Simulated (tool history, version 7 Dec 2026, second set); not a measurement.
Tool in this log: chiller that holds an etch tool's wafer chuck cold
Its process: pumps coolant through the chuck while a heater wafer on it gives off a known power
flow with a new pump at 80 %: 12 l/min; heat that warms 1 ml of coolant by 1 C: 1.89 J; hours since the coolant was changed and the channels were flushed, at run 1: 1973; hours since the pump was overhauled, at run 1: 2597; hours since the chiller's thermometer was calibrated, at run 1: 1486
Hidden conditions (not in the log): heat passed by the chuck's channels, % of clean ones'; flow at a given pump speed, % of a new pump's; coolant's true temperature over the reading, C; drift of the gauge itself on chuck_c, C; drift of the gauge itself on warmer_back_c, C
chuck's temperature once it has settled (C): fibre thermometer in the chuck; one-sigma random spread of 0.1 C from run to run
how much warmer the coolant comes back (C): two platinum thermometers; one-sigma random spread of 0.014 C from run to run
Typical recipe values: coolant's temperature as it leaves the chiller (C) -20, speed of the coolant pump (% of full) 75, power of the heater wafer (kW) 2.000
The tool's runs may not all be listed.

| run | hour | coolant's temperature as it leaves the chiller (C) | speed of the coolant pump (% of full) | power of the heater wafer (kW) | hours since the coolant was changed and the channels were flushed | hours since the pump was overhauled | hours since the chiller's thermometer was calibrated | chuck's temperature once it has settled (C) | how much warmer the coolant comes back (C) |
|---|---|---|---|---|---|---|---|---|---|
| 1 | 0.0 | -20 | 75 | 2.000 | 1973 | 2597 | 1486 | 7.7 | 5.70 |
| 2 | 46.3 | -20 | 75 | 2.000 | 2019 | 2644 | 1532 | 7.8 | 5.69 |
| 3 | 86.7 | -20 | 75 | 2.000 | 2060 | 2684 | 1572 | 7.8 | 5.70 |
| 4 | 122.7 | -20 | 75 | 2.000 | 2096 | 2720 | 1608 | 7.9 | 5.68 |
| 5 | 161.3 | -13 | 75 | 2.000 | 2134 | 2759 | 1647 | 15.0 | 5.67 |
| 6 | 220.3 | -13 | 75 | 2.000 | 2193 | 2818 | 1706 | 14.9 | 5.69 |
| 7 | 275.0 | -13 | 75 | 2.000 | 2248 | 2872 | 1761 | 14.9 | 5.68 |
| 8 | 344.9 | -13 | 75 | 2.000 | 2318 | 2942 | 1831 | 14.9 | 5.70 |
| 9 | 376.4 | -29 | 75 | 2.000 | 2349 | 2974 | 1862 | -1.0 | 5.69 |
| 10 | 436.6 | -20 | 90 | 2.000 | 2409 | 3034 | 1922 | 3.8 | 4.74 |
| 11 | 475.1 | -20 | 75 | 2.000 | 2448 | 3073 | 1961 | 8.0 | 5.72 |
| 12 | 507.4 | -20 | 75 | 2.000 | 2480 | 3105 | 1993 | 8.1 | 5.73 |
| 13 | 574.3 | -20 | 75 | 1.375 | 2547 | 3172 | 2060 | -0.5 | 3.91 |
| 14 | 613.3 | -20 | 75 | 1.375 | 2586 | 3211 | 2099 | -0.5 | 3.94 |
| 15 | 648.6 | -20 | 75 | 1.375 | 2621 | 3246 | 2134 | -0.5 | 3.93 |
| 16 | 705.4 | -20 | 75 | 1.375 | 2678 | 3303 | 2191 | -0.6 | 3.92 |
| 17 | 766.4 | -20 | 75 | 1.375 | 2739 | 3364 | 2252 | -0.3 | 3.93 |
| 18 | 809.3 | -24 | 75 | 1.455 | 2782 | 3407 | 2295 | -3.2 | 4.17 |
| 19 | 878.8 | -27 | 75 | 2.642 | 2852 | 3476 | 2364 | 10.6 | 7.56 |
| 20 | 927.3 | -20 | 98 | 2.942 | 2900 | 3525 | 2413 | 12.7 | 6.41 |
| 21 | 967.9 | -20 | 86 | 2.306 | 2941 | 3565 | 2454 | 9.3 | 5.75 |
| 22 | 1032.8 | -21 | 84 | 1.648 | 3006 | 3630 | 2518 | 0.4 | 4.20 |
| 23 | 1075.3 | -28 | 82 | 2.767 | 3048 | 3673 | 2561 | 8.4 | 7.24 |
| 24 | 1114.8 | -28 | 82 | 2.767 | 3088 | 3712 | 2600 | 8.5 | 7.28 |
| 25 | 1190.0 | -20 | 82 | 1.016 | 3163 | 3787 | 2676 | -6.4 | 2.67 |
| 26 | 1258.3 | -20 | 82 | 1.016 | 3231 | 3856 | 2744 | -6.2 | 2.69 |
| 27 | 1290.2 | -15 | 74 | 1.367 | 3263 | 3888 | 2776 | 5.3 | 3.98 |
| 28 | 1333.9 | -28 | 63 | 1.615 | 3307 | 3931 | 2820 | -0.7 | 5.53 |
| 29 | 1403.0 | -20 | 79 | 1.051 | 3376 | 4000 | 2889 | -5.2 | 2.88 |
| 30 | 1462.6 | -11 | 75 | 1.782 | 3436 | 4060 | 2948 | 14.9 | 5.13 |
| 31 | 1538.6 | -11 | 75 | 1.782 | 3511 | 4136 | 3024 | 15.0 | 5.14 |
| 32 | 1613.0 | -21 | 99 | 2.000 | 3586 | 4210 | 3099 | 1.7 | 4.34 |

3 options for the next run, each taken on its own from the tool as it stands now. Forecast them:
| A | 1689.6 | -16 | 73 | 2.959 | 3663 | 4287 | 3175 | ? | ? |
| B | 1689.6 | -12 | 88 | 2.000 | 3663 | 4287 | 3175 | ? | ? |
| C | 1689.6 | -20 | 96 | 1.220 | 3663 | 4287 | 3175 | ? | ? |

| run | chuck's temperature once it has settled (C) | how much warmer the coolant comes back (C) |
|---|---|---|
| A | 28.0 | 8.76 |
| B | 13.5 | 4.91 |
| C | -5.6 | 2.74 |
With no hidden state in the tool, these same runs would have given:
| run | chuck's temperature once it has settled (C) | how much warmer the coolant comes back (C) |
|---|---|---|
| A | 23.6 | 8.57 |
| B | 10.8 | 4.80 |
| C | -7.3 | 2.68 |

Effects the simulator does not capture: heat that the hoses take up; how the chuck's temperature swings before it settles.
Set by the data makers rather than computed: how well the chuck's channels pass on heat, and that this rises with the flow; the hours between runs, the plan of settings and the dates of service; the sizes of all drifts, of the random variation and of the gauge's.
